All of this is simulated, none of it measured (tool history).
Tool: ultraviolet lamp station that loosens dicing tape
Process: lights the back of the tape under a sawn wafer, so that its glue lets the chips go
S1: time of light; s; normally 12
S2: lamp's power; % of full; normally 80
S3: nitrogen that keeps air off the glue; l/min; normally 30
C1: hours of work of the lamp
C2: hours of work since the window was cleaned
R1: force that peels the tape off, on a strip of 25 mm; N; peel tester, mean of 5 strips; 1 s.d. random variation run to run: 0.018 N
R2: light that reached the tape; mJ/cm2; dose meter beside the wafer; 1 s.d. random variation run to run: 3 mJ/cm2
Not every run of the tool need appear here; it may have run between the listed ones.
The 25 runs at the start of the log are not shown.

Run 26, hour 1084.3: usual settings but S1 8 s, S2 74 % of full; C1 32; C2 202. Result: R1 2.220 N, R2 256 mJ/cm2.
Run 27, hour 1109.3: usual settings but S1 8 s, S2 74 % of full; C1 42; C2 212. Result: R1 2.269 N, R2 253 mJ/cm2.
Run 28, hour 1160.2: usual settings but S1 7 s, S2 65 % of full, S3 16 l/min; C1 64; C2 233. Result: R1 3.656 N, R2 194 mJ/cm2.
Run 29, hour 1211.4: usual settings but S1 20 s, S2 100 % of full, S3 16 l/min; C1 85; C2 255. Result: R1 0.300 N, R2 832 mJ/cm2.
Run 30, hour 1272.4: usual settings but S1 13 s, S2 61 % of full; C1 110; C2 280. Result: R1 1.575 N, R2 321 mJ/cm2.
At hour 1278.2: window cleaned of glue's vapour.
Run 31, hour 1302.1: usual settings but S1 13 s, S2 61 % of full; C1 123; C2 10. Result: R1 1.511 N, R2 340 mJ/cm2.
Run 32, hour 1338.3: usual settings but S1 7 s, S2 73 % of full; C1 138; C2 25. Result: R1 2.734 N, R2 216 mJ/cm2.
Run 33, hour 1376.2: usual settings but S1 7 s, S2 73 % of full; C1 154; C2 41. Result: R1 2.890 N, R2 213 mJ/cm2.
Run 34, hour 1430.1: usual settings but S1 7 s, S2 73 % of full; C1 176; C2 63. Result: R1 2.862 N, R2 208 mJ/cm2.
Run 35, hour 1456.1: usual settings but S1 7 s, S2 73 % of full; C1 187; C2 74. Result: R1 2.841 N, R2 209 mJ/cm2.
Run 36, hour 1505.7: usual settings but S1 13 s, S2 91 % of full, S3 18 l/min; C1 208; C2 95. Result: R1 1.014 N, R2 478 mJ/cm2.
Run 37, hour 1551.7: usual settings but S1 9 s, S2 91 % of full, S3 10 l/min; C1 227; C2 114. Result: R1 2.570 N, R2 326 mJ/cm2.
Run 38, hour 1581.5: usual settings but S1 8 s, S3 46 l/min; C1 239; C2 126. Result: R1 1.976 N, R2 253 mJ/cm2.
Run 39, hour 1610.6: usual settings but S1 8 s, S3 46 l/min; C1 251; C2 139. Result: R1 1.988 N, R2 246 mJ/cm2.
Run 40, hour 1653.1: usual settings but S2 68 % of full, S3 12 l/min; C1 269; C2 156. Result: R1 2.451 N, R2 316 mJ/cm2.
Run 41, hour 1692.9: usual settings but S1 18 s, S2 84 % of full, S3 9 l/min; C1 286; C2 173. Result: R1 1.127 N, R2 575 mJ/cm2.
Run 42, hour 1727.3: usual settings but S1 18 s, S2 84 % of full, S3 9 l/min; C1 300; C2 187. Result: R1 1.176 N, R2 565 mJ/cm2.

Each row is a separate what-if for the run after 42, all from the same tool condition, not one after another. Results?
Run A, hour 1770.0: usual settings but S2 84 % of full, S3 9 l/min; C1 318; C2 205. Result: R1 ?, R2 ?.
Run B, hour 1770.0: usual settings but S1 6 s, S2 92 % of full, S3 10 l/min; C1 318; C2 205. Result: R1 ?, R2 ?.
Run C, hour 1770.0: usual settings but S2 78 % of full, S3 26 l/min; C1 318; C2 205. Result: R1 ?, R2 ?.
Run D, hour 1770.0: usual settings but S1 19 s, S3 13 l/min; C1 318; C2 205. Result: R1 ?, R2 ?.

run     R1   R2
  A  2.229  373
  B  3.746  201
  C  1.487  344
  D  0.944  566
Stripped of hidden state, with their random variation kept, the same runs would have yielded:
run     R1   R2
  A  1.614  467
  B  3.106  253
  C  0.985  432
  D  0.564  710

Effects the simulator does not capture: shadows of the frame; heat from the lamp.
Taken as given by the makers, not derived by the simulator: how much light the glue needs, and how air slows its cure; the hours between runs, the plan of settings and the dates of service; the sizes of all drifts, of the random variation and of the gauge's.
